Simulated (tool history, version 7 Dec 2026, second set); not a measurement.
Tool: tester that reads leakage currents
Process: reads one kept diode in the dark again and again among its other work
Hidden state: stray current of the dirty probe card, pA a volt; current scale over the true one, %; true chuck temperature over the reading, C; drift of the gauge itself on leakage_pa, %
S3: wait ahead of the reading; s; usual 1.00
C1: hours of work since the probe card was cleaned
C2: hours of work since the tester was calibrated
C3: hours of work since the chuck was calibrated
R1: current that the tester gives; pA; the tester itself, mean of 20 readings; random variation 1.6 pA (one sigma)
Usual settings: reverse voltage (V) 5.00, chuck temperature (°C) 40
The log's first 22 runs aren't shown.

{"run": 23, "hour": 3689.9, "reverse voltage (V)": 14.51, "chuck temperature (°C)": 40, "S3": 2.69, "C1": 169, "C2": 1062, "C3": 1272, "R1": 969.13}
{"hour": 3781.9, "done": "chuck's temperature calibrated"}
{"run": 24, "hour": 3783.7, "reverse voltage (V)": 14.51, "chuck temperature (°C)": 40, "S3": 2.69, "C1": 241, "C2": 1133, "C3": 1, "R1": 839.46}
{"run": 25, "hour": 3983.1, "reverse voltage (V)": 3.31, "chuck temperature (°C)": 40, "S3": 0.39, "C1": 397, "C2": 1289, "C3": 157, "R1": 439.58}
{"run": 26, "hour": 4128.8, "reverse voltage (V)": 18.54, "chuck temperature (°C)": 22, "S3": 3.64, "C1": 511, "C2": 1403, "C3": 271, "R1": 247.68}
{"run": 27, "hour": 4299.8, "reverse voltage (V)": 2.94, "chuck temperature (°C)": 59, "S3": 0.84, "C1": 644, "C2": 1536, "C3": 405, "R1": 1528.01}
{"run": 28, "hour": 4412.1, "reverse voltage (V)": 2.94, "chuck temperature (°C)": 59, "S3": 0.84, "C1": 732, "C2": 1624, "C3": 492, "R1": 1544.41}
{"run": 29, "hour": 4546.4, "reverse voltage (V)": 2.75, "chuck temperature (°C)": 35, "S3": 3.9, "C1": 837, "C2": 1729, "C3": 597, "R1": 293.33}
{"run": 30, "hour": 4689.8, "reverse voltage (V)": 2.75, "chuck temperature (°C)": 35, "S3": 3.9, "C1": 949, "C2": 1841, "C3": 709, "R1": 296.84}
{"run": 31, "hour": 4849.1, "reverse voltage (V)": 2.75, "chuck temperature (°C)": 27, "S3": 0.91, "C1": 1074, "C2": 1966, "C3": 834, "R1": 165.28}
{"run": 32, "hour": 5067.9, "reverse voltage (V)": 5.0, "chuck temperature (°C)": 34, "S3": 5.47, "C1": 1244, "C2": 2137, "C3": 1005, "R1": 372.83}
{"run": 33, "hour": 5269.6, "reverse voltage (V)": 5.0, "chuck temperature (°C)": 34, "S3": 5.47, "C1": 1402, "C2": 2294, "C3": 1162, "R1": 380.7}
{"run": 34, "hour": 5425.8, "reverse voltage (V)": 5.0, "chuck temperature (°C)": 40, "S3": 9.46, "C1": 1524, "C2": 2416, "C3": 1284, "R1": 592.08}
{"hour": 5503.0, "done": "chuck's temperature calibrated"}
{"run": 35, "hour": 5521.7, "reverse voltage (V)": 2.64, "chuck temperature (°C)": 40, "S3": 9.46, "C1": 1597, "C2": 2490, "C3": 15, "R1": 382.55}
{"run": 36, "hour": 5686.4, "reverse voltage (V)": 2.64, "chuck temperature (°C)": 40, "S3": 9.46, "C1": 1726, "C2": 2618, "C3": 143, "R1": 387.66}
{"run": 37, "hour": 5822.5, "reverse voltage (V)": 2.64, "chuck temperature (°C)": 40, "S3": 9.46, "C1": 1832, "C2": 2724, "C3": 250, "R1": 389.81}
{"run": 38, "hour": 6023.0, "reverse voltage (V)": 1.25, "chuck temperature (°C)": 34, "S3": 1.0, "C1": 1989, "C2": 2881, "C3": 406, "R1": 184.1}
{"hour": 6169.4, "done": "tester calibrated"}
{"run": 39, "hour": 6216.4, "reverse voltage (V)": 13.43, "chuck temperature (°C)": 29, "S3": 7.04, "C1": 2139, "C2": 37, "C3": 556, "R1": 390.35}

Forecast each of these 4 alternatives for the next run:
{"run": "A", "hour": 6386.1, "reverse voltage (V)": 5.0, "chuck temperature (°C)": 40, "S3": 2.78, "C1": 2271, "C2": 169, "C3": 688, "R1": "?"}
{"run": "B", "hour": 6386.1, "reverse voltage (V)": 1.81, "chuck temperature (°C)": 28, "S3": 0.62, "C1": 2271, "C2": 169, "C3": 688, "R1": "?"}
{"run": "C", "hour": 6386.1, "reverse voltage (V)": 13.43, "chuck temperature (°C)": 50, "S3": 7.04, "C1": 2271, "C2": 169, "C3": 688, "R1": "?"}
{"run": "D", "hour": 6386.1, "reverse voltage (V)": 2.36, "chuck temperature (°C)": 39, "S3": 0.77, "C1": 2271, "C2": 169, "C3": 688, "R1": "?"}

run=A R1=562.60
run=B R1=147.25
run=C R1=1753.24
run=D R1=373.28
Without the tool's hidden state the same runs would have given:
run=A R1=521.76
run=B R1=135.56
run=C R1=1634.14
run=D R1=346.44
